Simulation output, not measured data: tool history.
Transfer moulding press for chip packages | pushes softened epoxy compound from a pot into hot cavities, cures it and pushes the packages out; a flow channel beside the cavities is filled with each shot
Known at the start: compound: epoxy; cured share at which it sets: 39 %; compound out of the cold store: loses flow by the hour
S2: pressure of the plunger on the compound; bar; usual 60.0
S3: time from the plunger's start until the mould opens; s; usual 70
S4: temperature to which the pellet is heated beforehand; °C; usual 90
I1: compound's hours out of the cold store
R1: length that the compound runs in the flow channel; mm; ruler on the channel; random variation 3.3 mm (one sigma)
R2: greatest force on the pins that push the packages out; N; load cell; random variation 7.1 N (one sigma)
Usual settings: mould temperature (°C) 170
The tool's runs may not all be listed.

{"run": 1, "day": 0.0, "mould temperature (°C)": 170, "S2": 60.0, "S3": 70, "S4": 90, "I1": 11.3, "R1": 974, "R2": 287}
{"day": 1.712, "done": "cavities cleaned with cleaning compound and waxed"}
{"run": 2, "day": 1.846, "mould temperature (°C)": 163, "S2": 60.0, "S3": 70, "S4": 90, "I1": 43.4, "R1": 851, "R2": 413}
{"day": 3.429, "done": "cavities cleaned with cleaning compound and waxed"}
{"run": 3, "day": 3.796, "mould temperature (°C)": 163, "S2": 60.0, "S3": 70, "S4": 90, "I1": 10.6, "R1": 1006, "R2": 447}
{"day": 4.646, "done": "plunger's sealing rings changed"}
{"day": 5.25, "done": "cavities cleaned with cleaning compound and waxed"}
{"run": 4, "day": 5.25, "mould temperature (°C)": 163, "S2": 60.0, "S3": 70, "S4": 90, "I1": 26.8, "R1": 922, "R2": 423}
{"day": 7.062, "done": "cavities cleaned with cleaning compound and waxed"}
{"run": 5, "day": 7.3, "mould temperature (°C)": 163, "S2": 60.0, "S3": 70, "S4": 90, "I1": 25.6, "R1": 925, "R2": 414}
{"day": 8.796, "done": "cavities cleaned with cleaning compound and waxed"}
{"run": 6, "day": 9.238, "mould temperature (°C)": 170, "S2": 61.4, "S3": 70, "S4": 90, "I1": 12.4, "R1": 981, "R2": 296}
{"day": 10.542, "done": "cavities cleaned with cleaning compound and waxed"}
{"run": 7, "day": 10.971, "mould temperature (°C)": 170, "S2": 60.0, "S3": 92, "S4": 90, "I1": 10.1, "R1": 988, "R2": 264}
{"day": 12.304, "done": "cavities cleaned with cleaning compound and waxed"}
{"run": 8, "day": 12.304, "mould temperature (°C)": 176, "S2": 60.0, "S3": 92, "S4": 90, "I1": 40.9, "R1": 829, "R2": 263}
{"day": 14.088, "done": "cavities cleaned with cleaning compound and waxed"}
{"run": 9, "day": 14.233, "mould temperature (°C)": 176, "S2": 67.9, "S3": 55, "S4": 90, "I1": 23.7, "R1": 967, "R2": 297}
{"day": 15.733, "done": "plunger's sealing rings changed"}
{"day": 15.925, "done": "cavities cleaned with cleaning compound and waxed"}
{"run": 10, "day": 16.479, "mould temperature (°C)": 170, "S2": 55.1, "S3": 64, "S4": 92, "I1": 13.2, "R1": 928, "R2": 334}
{"day": 17.804, "done": "cavities cleaned with cleaning compound and waxed"}
{"run": 11, "day": 18.567, "mould temperature (°C)": 170, "S2": 55.1, "S3": 64, "S4": 92, "I1": 34.3, "R1": 833, "R2": 328}

Forecast each of these 4 alternatives for the next run:
{"day": 19.525, "done": "cavities cleaned with cleaning compound and waxed"}
{"run": "A", "day": 19.954, "mould temperature (°C)": 173, "S2": 55.1, "S3": 64, "S4": 92, "I1": 12.1, "R1": "?", "R2": "?"}
{"day": 19.525, "done": "cavities cleaned with cleaning compound and waxed"}
{"run": "B", "day": 19.954, "mould temperature (°C)": 165, "S2": 54.4, "S3": 64, "S4": 95, "I1": 31.3, "R1": "?", "R2": "?"}
{"day": 19.525, "done": "cavities cleaned with cleaning compound and waxed"}
{"run": "C", "day": 19.954, "mould temperature (°C)": 174, "S2": 50.4, "S3": 70, "S4": 95, "I1": 10.5, "R1": "?", "R2": "?"}
{"day": 19.525, "done": "cavities cleaned with cleaning compound and waxed"}
{"run": "D", "day": 19.954, "mould temperature (°C)": 177, "S2": 56.3, "S3": 89, "S4": 92, "I1": 27.7, "R1": "?", "R2": "?"}

run=A R1=929 R2=299
run=B R1=855 R2=434
run=C R1=889 R2=261
run=D R1=857 R2=268
Without the tool's hidden state the same runs would have given:
run=A R1=929 R2=298
run=B R1=855 R2=431
run=C R1=889 R2=260
run=D R1=857 R2=266
